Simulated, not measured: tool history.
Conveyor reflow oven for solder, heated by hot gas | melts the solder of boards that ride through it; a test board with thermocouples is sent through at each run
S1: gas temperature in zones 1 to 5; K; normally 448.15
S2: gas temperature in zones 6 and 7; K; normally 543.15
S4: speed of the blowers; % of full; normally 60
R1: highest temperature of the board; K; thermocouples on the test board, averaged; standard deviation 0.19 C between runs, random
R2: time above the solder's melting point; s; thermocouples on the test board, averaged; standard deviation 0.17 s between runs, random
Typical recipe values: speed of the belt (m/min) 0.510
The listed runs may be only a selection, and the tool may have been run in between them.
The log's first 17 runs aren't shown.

Run 18, day 22.321: usual settings but S1 454.15 K, S2 551.15 K, speed of the belt (m/min) 0.572, S4 62 % of full. Result: R1 530.55 K, R2 52.0 s.
Run 19, day 23.158: usual settings but S1 456.15 K, S2 535.15 K. Result: R1 521.35 K, R2 53.5 s.
At day 23.454: belt drive overhauled, speed set with a stopwatch.
Run 20, day 24.642: usual settings but S1 456.15 K, S2 535.15 K. Result: R1 521.35 K, R2 53.8 s.
Run 21, day 25.612: usual settings but S2 555.15 K, speed of the belt (m/min) 0.444. Result: R1 542.15 K, R2 72.4 s.
Run 22, day 26.492: usual settings but S1 444.15 K, S2 555.15 K, speed of the belt (m/min) 0.444, S4 70 % of full. Result: R1 543.45 K, R2 71.8 s.
Run 23, day 27.975: usual settings but S1 436.15 K, S4 72 % of full. Result: R1 527.35 K, R2 51.0 s.
Run 24, day 28.812: usual settings but S2 538.15 K, speed of the belt (m/min) 0.573. Result: R1 518.25 K, R2 41.6 s.
Run 25, day 30.104: usual settings but S4 69 % of full. Result: R1 528.05 K, R2 55.6 s.
Run 26, day 31.075: usual settings but S2 554.15 K, S4 54 % of full. Result: R1 534.35 K, R2 58.3 s.
At day 32.117: belt drive overhauled, speed set with a stopwatch, once more.
Run 27, day 32.358: usual settings but S2 554.15 K, S4 54 % of full. Result: R1 533.45 K, R2 57.0 s.
At day 32.971: flux residue cleaned out of gas plates and filters.
Run 28, day 34.104: usual settings but S2 541.15 K, speed of the belt (m/min) 0.587, S4 54 % of full. Result: R1 519.75 K, R2 40.9 s.
Run 29, day 35.350: usual settings but speed of the belt (m/min) 0.587, S4 54 % of full. Result: R1 520.85 K, R2 41.8 s.
Run 30, day 36.767: usual settings but speed of the belt (m/min) 0.587, S4 54 % of full. Result: R1 521.05 K, R2 41.9 s.

Alternative continuations, all from the tool just after run 30; predict every row:
Run A, day 38.017: usual settings but S2 553.15 K, speed of the belt (m/min) 0.513, S4 63 % of full. Result: R1 ?, R2 ?.
Run B, day 38.017: usual settings but speed of the belt (m/min) 0.587, S4 69 % of full. Result: R1 ?, R2 ?.
Run C, day 38.017: usual settings but S2 553.15 K, speed of the belt (m/min) 0.512, S4 79 % of full. Result: R1 ?, R2 ?.

run      R1    R2
  A  537.15  59.4
  B  524.85  45.3
  C  540.35  61.3
The same runs, with their run-to-run variation unchanged, on a tool lacking any hidden condition would have given:
run      R1    R2
  A  536.35  59.0
  B  524.25  45.0
  C  539.55  61.0
